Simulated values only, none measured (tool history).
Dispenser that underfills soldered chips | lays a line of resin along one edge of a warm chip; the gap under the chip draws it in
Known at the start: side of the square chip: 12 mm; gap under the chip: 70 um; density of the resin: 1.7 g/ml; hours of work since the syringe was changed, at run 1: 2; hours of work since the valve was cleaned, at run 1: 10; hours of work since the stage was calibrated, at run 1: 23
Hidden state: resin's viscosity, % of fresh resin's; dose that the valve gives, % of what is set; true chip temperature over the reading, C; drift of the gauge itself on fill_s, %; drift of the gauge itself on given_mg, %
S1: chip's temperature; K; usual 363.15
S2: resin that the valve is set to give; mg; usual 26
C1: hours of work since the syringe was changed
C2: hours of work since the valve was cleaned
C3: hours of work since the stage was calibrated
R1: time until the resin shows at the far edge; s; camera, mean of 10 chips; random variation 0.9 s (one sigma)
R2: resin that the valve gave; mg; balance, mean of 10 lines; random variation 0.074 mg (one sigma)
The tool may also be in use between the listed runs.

run 1 hour=0 | S1=363.15 S2=26 | C1=2 C2=10 C3=23 | R1=95.7 R2=25.83
run 2 hour=4.8 | S1=363.15 S2=26 | C1=5 C2=13 C3=26 | R1=114.4 R2=25.75
run 3 hour=7.9 | S1=350.15 S2=26 | C1=7 C2=15 C3=28 | R1=196.2 R2=25.68
run 4 hour=10.7 | S1=350.15 S2=26 | C1=9 C2=17 C3=29 | R1=224 R2=25.68
run 5 hour=13.2 | S1=350.15 S2=26 | C1=10 C2=18 C3=31 | R1=248.6 R2=25.81
-- hour=15.5 new syringe of resin
run 6 hour=15.9 | S1=350.15 S2=26 | C1=0 C2=20 C3=32 | R1=131.1 R2=25.61
run 7 hour=19.5 | S1=363.15 S2=26 | C1=3 C2=22 C3=35 | R1=100.6 R2=25.51
run 8 hour=22.5 | S1=363.15 S2=26 | C1=4 C2=24 C3=37 | R1=111.8 R2=25.46
run 9 hour=26.5 | S1=363.15 S2=26 | C1=7 C2=26 C3=39 | R1=130.3 R2=25.4
run 10 hour=31 | S1=364.15 S2=26 | C1=10 C2=29 C3=42 | R1=150.4 R2=25.6
-- hour=33.9 new syringe of resin
run 11 hour=35 | S1=363.15 S2=26 | C1=1 C2=32 C3=44 | R1=90.7 R2=25.4
run 12 hour=39.2 | S1=363.15 S2=26 | C1=3 C2=34 C3=47 | R1=106.7 R2=25.39
run 13 hour=43.8 | S1=363.15 S2=26 | C1=6 C2=37 C3=50 | R1=129.2 R2=25.38
run 14 hour=47.7 | S1=363.15 S2=28.5 | C1=9 C2=40 C3=52 | R1=143.7 R2=27.9
run 15 hour=51.5 | S1=363.15 S2=22.2 | C1=11 C2=42 C3=55 | R1=181.6 R2=21.61
-- hour=52.2 new syringe of resin
run 16 hour=54.1 | S1=363.15 S2=22.2 | C1=1 C2=44 C3=56 | R1=98.2 R2=21.56
run 17 hour=56.2 | S1=363.15 S2=25.4 | C1=3 C2=45 C3=57 | R1=101.8 R2=24.63
run 18 hour=59.2 | S1=368.15 S2=26 | C1=4 C2=47 C3=59 | R1=96.7 R2=25.22
run 19 hour=63.1 | S1=365.15 S2=32.3 | C1=7 C2=49 C3=62 | R1=122.5 R2=31.23
run 20 hour=66.1 | S1=365.15 S2=32.3 | C1=9 C2=51 C3=64 | R1=137.9 R2=31.21
run 21 hour=69.7 | S1=367.15 S2=33.7 | C1=11 C2=53 C3=66 | R1=145.9 R2=32.54
-- hour=70.6 new syringe of resin
run 22 hour=73.7 | S1=371.15 S2=23.8 | C1=2 C2=56 C3=68 | R1=76 R2=22.88
run 23 hour=77.3 | S1=377.15 S2=33 | C1=4 C2=58 C3=71 | R1=70.1 R2=31.96
run 24 hour=80.4 | S1=377.15 S2=33 | C1=6 C2=60 C3=73 | R1=80.3 R2=31.74
run 25 hour=84.4 | S1=359.15 S2=25.3 | C1=9 C2=62 C3=75 | R1=169.6 R2=24.3
run 26 hour=87.6 | S1=372.15 S2=31.9 | C1=11 C2=64 C3=77 | R1=122.2 R2=30.7
-- hour=89 new syringe of resin
run 27 hour=91.1 | S1=365.15 S2=31.7 | C1=1 C2=66 C3=79 | R1=87.8 R2=30.23
run 28 hour=93.7 | S1=365.15 S2=31.7 | C1=3 C2=68 C3=81 | R1=96 R2=30.33
run 29 hour=98.5 | S1=350.15 S2=29.6 | C1=6 C2=71 C3=84 | R1=190.4 R2=28.33
run 30 hour=100.9 | S1=373.15 S2=31.1 | C1=8 C2=73 C3=85 | R1=99.5 R2=29.73
run 31 hour=105.7 | S1=373.15 S2=31.1 | C1=11 C2=76 C3=88 | R1=120.4 R2=29.67
-- hour=107.3 new syringe of resin
run 32 hour=108.8 | S1=364.15 S2=27.6 | C1=1 C2=77 C3=90 | R1=87.5 R2=26.31
-- hour=110.2 dispensing valve cleaned and set on the balance
run 33 hour=114 | S1=362.15 S2=24.8 | C1=4 C2=2 C3=93 | R1=112 R2=24.83
run 34 hour=116.6 | S1=348.15 S2=25.3 | C1=5 C2=4 C3=94 | R1=197.2 R2=25.37
run 35 hour=120.5 | S1=348.15 S2=25.3 | C1=8 C2=6 C3=97 | R1=229.6 R2=25.36
run 36 hour=124.5 | S1=364.15 S2=30.6 | C1=10 C2=9 C3=99 | R1=154.6 R2=30.63

4 ways to go on from here, each from the tool as it stands after run 36. What would each give?
-- hour=126.8 new syringe of resin
run A hour=129.5 | S1=356.15 S2=22.3 | C1=2 C2=12 C3=102 | R1=? R2=?
-- hour=126.8 new syringe of resin
run B hour=129.5 | S1=355.15 S2=25.5 | C1=2 C2=12 C3=102 | R1=? R2=?
-- hour=126.8 new syringe of resin
run C hour=129.5 | S1=363.15 S2=26.4 | C1=2 C2=12 C3=102 | R1=? R2=?
-- hour=126.8 new syringe of resin
run D hour=129.5 | S1=363.15 S2=32 | C1=2 C2=12 C3=102 | R1=? R2=?

run=A R1=126.8 R2=22.13
run=B R1=127.1 R2=25.36
run=C R1=98.6 R2=26.27
run=D R1=94.2 R2=31.97
Without the tool's hidden state the same runs would have given:
run=A R1=110 R2=22.21
run=B R1=110.3 R2=25.44
run=C R1=85.7 R2=26.37
run=D R1=81.8 R2=32.08
